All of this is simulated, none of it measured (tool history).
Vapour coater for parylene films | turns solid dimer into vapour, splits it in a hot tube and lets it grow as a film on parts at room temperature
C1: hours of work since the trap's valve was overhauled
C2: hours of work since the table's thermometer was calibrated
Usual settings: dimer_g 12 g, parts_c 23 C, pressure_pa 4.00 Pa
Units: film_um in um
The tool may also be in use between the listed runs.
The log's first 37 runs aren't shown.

{"run": 38, "hour": 492.2, "dimer_g": 15, "parts_c": 20, "pressure_pa": 2.35, "C1": 182, "C2": 14, "film_um": 3.64}
{"run": 39, "hour": 499.7, "dimer_g": 15, "parts_c": 20, "pressure_pa": 2.35, "C1": 188, "C2": 20, "film_um": 3.59}
{"run": 40, "hour": 513.0, "dimer_g": 15, "parts_c": 20, "pressure_pa": 2.35, "C1": 199, "C2": 31, "film_um": 3.57}
{"hour": 523.2, "done": "trap's valve overhauled"}
{"run": 41, "hour": 528.7, "dimer_g": 5, "parts_c": 34, "pressure_pa": 3.64, "C1": 4, "C2": 40, "film_um": 0.85}
{"run": 42, "hour": 541.7, "dimer_g": 22, "parts_c": 18, "pressure_pa": 6.68, "C1": 15, "C2": 50, "film_um": 5.02}
{"run": 43, "hour": 559.0, "dimer_g": 21, "parts_c": 31, "pressure_pa": 4.0, "C1": 28, "C2": 64, "film_um": 3.75}
{"run": 44, "hour": 567.2, "dimer_g": 12, "parts_c": 31, "pressure_pa": 4.0, "C1": 35, "C2": 71, "film_um": 2.16}
{"run": 45, "hour": 584.4, "dimer_g": 12, "parts_c": 31, "pressure_pa": 4.0, "C1": 48, "C2": 84, "film_um": 2.11}
{"run": 46, "hour": 598.7, "dimer_g": 5, "parts_c": 19, "pressure_pa": 2.52, "C1": 60, "C2": 95, "film_um": 1.35}
{"run": 47, "hour": 616.3, "dimer_g": 12, "parts_c": 23, "pressure_pa": 3.69, "C1": 74, "C2": 109, "film_um": 2.63}
{"run": 48, "hour": 625.3, "dimer_g": 12, "parts_c": 23, "pressure_pa": 3.69, "C1": 81, "C2": 117, "film_um": 2.61}

3 ways to go on from here, each from the tool as it stands after run 48. What would each give?
{"run": "A", "hour": 636.1, "dimer_g": 10, "parts_c": 23, "pressure_pa": 11.95, "C1": 89, "C2": 125, "film_um": "?"}
{"run": "B", "hour": 636.1, "dimer_g": 12, "parts_c": 23, "pressure_pa": 9.88, "C1": 89, "C2": 125, "film_um": "?"}
{"run": "C", "hour": 636.1, "dimer_g": 12, "parts_c": 26, "pressure_pa": 3.69, "C1": 89, "C2": 125, "film_um": "?"}

run=A film_um=1.70
run=B film_um=2.12
run=C film_um=2.40
Without the tool's hidden state the same runs would have given:
run=A film_um=1.80
run=B film_um=2.24
run=C film_um=2.54
